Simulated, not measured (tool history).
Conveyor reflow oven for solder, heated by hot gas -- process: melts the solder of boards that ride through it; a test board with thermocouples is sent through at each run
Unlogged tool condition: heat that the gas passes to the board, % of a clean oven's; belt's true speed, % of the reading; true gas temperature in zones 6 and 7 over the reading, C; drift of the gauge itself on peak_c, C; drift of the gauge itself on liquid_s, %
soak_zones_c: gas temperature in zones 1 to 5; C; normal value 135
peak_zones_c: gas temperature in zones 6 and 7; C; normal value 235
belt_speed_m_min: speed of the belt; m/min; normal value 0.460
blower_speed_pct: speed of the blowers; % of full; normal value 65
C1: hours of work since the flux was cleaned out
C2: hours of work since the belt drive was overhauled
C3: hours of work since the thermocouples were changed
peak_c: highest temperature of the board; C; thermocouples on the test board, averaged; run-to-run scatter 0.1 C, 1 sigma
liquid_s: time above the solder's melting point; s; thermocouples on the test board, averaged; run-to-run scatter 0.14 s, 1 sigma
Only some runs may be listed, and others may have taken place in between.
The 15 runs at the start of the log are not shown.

run 16 hour=135.3 | soak_zones_c=145 peak_zones_c=227 belt_speed_m_min=0.540 blower_speed_pct=54 | C1=181 C2=193 C3=366 | peak_c=207.5 liquid_s=58.1
run 17 hour=140.8 | soak_zones_c=145 peak_zones_c=227 belt_speed_m_min=0.540 blower_speed_pct=54 | C1=185 C2=197 C3=370 | peak_c=207.8 liquid_s=58.2
run 18 hour=150.6 | soak_zones_c=143 peak_zones_c=235 belt_speed_m_min=0.401 blower_speed_pct=65 | C1=192 C2=203 C3=376 | peak_c=225.9 liquid_s=103.4
run 19 hour=159.3 | soak_zones_c=133 peak_zones_c=235 belt_speed_m_min=0.401 blower_speed_pct=65 | C1=198 C2=209 C3=382 | peak_c=224.3 liquid_s=97.2
run 20 hour=168.1 | soak_zones_c=133 peak_zones_c=235 belt_speed_m_min=0.401 blower_speed_pct=65 | C1=204 C2=215 C3=388 | peak_c=224.7 liquid_s=97.4
run 21 hour=175.6 | soak_zones_c=130 peak_zones_c=236 belt_speed_m_min=0.460 blower_speed_pct=71 | C1=209 C2=220 C3=393 | peak_c=222.3 liquid_s=80.8
run 22 hour=185.7 | soak_zones_c=133 peak_zones_c=235 belt_speed_m_min=0.537 blower_speed_pct=65 | C1=216 C2=227 C3=400 | peak_c=215.3 liquid_s=62.4
run 23 hour=195.8 | soak_zones_c=135 peak_zones_c=227 belt_speed_m_min=0.399 blower_speed_pct=65 | C1=223 C2=234 C3=407 | peak_c=217.4 liquid_s=91.6
run 24 hour=201.8 | soak_zones_c=135 peak_zones_c=227 belt_speed_m_min=0.399 blower_speed_pct=65 | C1=227 C2=238 C3=411 | peak_c=217.4 liquid_s=91.7
run 25 hour=208.6 | soak_zones_c=135 peak_zones_c=227 belt_speed_m_min=0.399 blower_speed_pct=65 | C1=231 C2=243 C3=416 | peak_c=217.5 liquid_s=91.7
run 26 hour=213.7 | soak_zones_c=136 peak_zones_c=236 belt_speed_m_min=0.460 blower_speed_pct=56 | C1=235 C2=247 C3=420 | peak_c=219.6 liquid_s=80.0
run 27 hour=224.3 | soak_zones_c=136 peak_zones_c=236 belt_speed_m_min=0.460 blower_speed_pct=56 | C1=242 C2=254 C3=427 | peak_c=219.6 liquid_s=79.9
-- hour=236.6 flux residue cleaned out of gas plates and filters
run 28 hour=240.6 | soak_zones_c=127 peak_zones_c=227 belt_speed_m_min=0.512 blower_speed_pct=65 | C1=3 C2=262 C3=435 | peak_c=209.9 liquid_s=58.2
run 29 hour=246.7 | soak_zones_c=127 peak_zones_c=227 belt_speed_m_min=0.512 blower_speed_pct=65 | C1=7 C2=266 C3=439 | peak_c=209.8 liquid_s=58.3
run 30 hour=256.0 | soak_zones_c=123 peak_zones_c=232 belt_speed_m_min=0.460 blower_speed_pct=65 | C1=13 C2=272 C3=445 | peak_c=217.2 liquid_s=72.8

Each row is a separate what-if for the run after 30, all from the same tool condition, not one after another. Results?
run A hour=263.0 | soak_zones_c=123 peak_zones_c=232 belt_speed_m_min=0.529 blower_speed_pct=65 | C1=18 C2=277 C3=450 | peak_c=? liquid_s=?
run B hour=263.0 | soak_zones_c=136 peak_zones_c=231 belt_speed_m_min=0.460 blower_speed_pct=65 | C1=18 C2=277 C3=450 | peak_c=? liquid_s=?
run C hour=263.0 | soak_zones_c=135 peak_zones_c=224 belt_speed_m_min=0.545 blower_speed_pct=57 | C1=18 C2=277 C3=450 | peak_c=? liquid_s=?
run D hour=263.0 | soak_zones_c=123 peak_zones_c=232 belt_speed_m_min=0.460 blower_speed_pct=54 | C1=18 C2=277 C3=450 | peak_c=? liquid_s=?
run E hour=263.0 | soak_zones_c=135 peak_zones_c=240 belt_speed_m_min=0.460 blower_speed_pct=65 | C1=18 C2=277 C3=450 | peak_c=? liquid_s=?

run=A peak_c=212.1 liquid_s=57.0
run=B peak_c=218.4 liquid_s=79.5
run=C peak_c=204.4 liquid_s=49.3
run=D peak_c=213.9 liquid_s=68.3
run=E peak_c=226.2 liquid_s=86.3
The same runs, with their run-to-run variation unchanged, on a tool lacking any hidden condition would have given:
run=A peak_c=211.1 liquid_s=55.7
run=B peak_c=217.3 liquid_s=78.2
run=C peak_c=203.4 liquid_s=47.8
run=D peak_c=212.8 liquid_s=66.8
run=E peak_c=225.2 liquid_s=85.1

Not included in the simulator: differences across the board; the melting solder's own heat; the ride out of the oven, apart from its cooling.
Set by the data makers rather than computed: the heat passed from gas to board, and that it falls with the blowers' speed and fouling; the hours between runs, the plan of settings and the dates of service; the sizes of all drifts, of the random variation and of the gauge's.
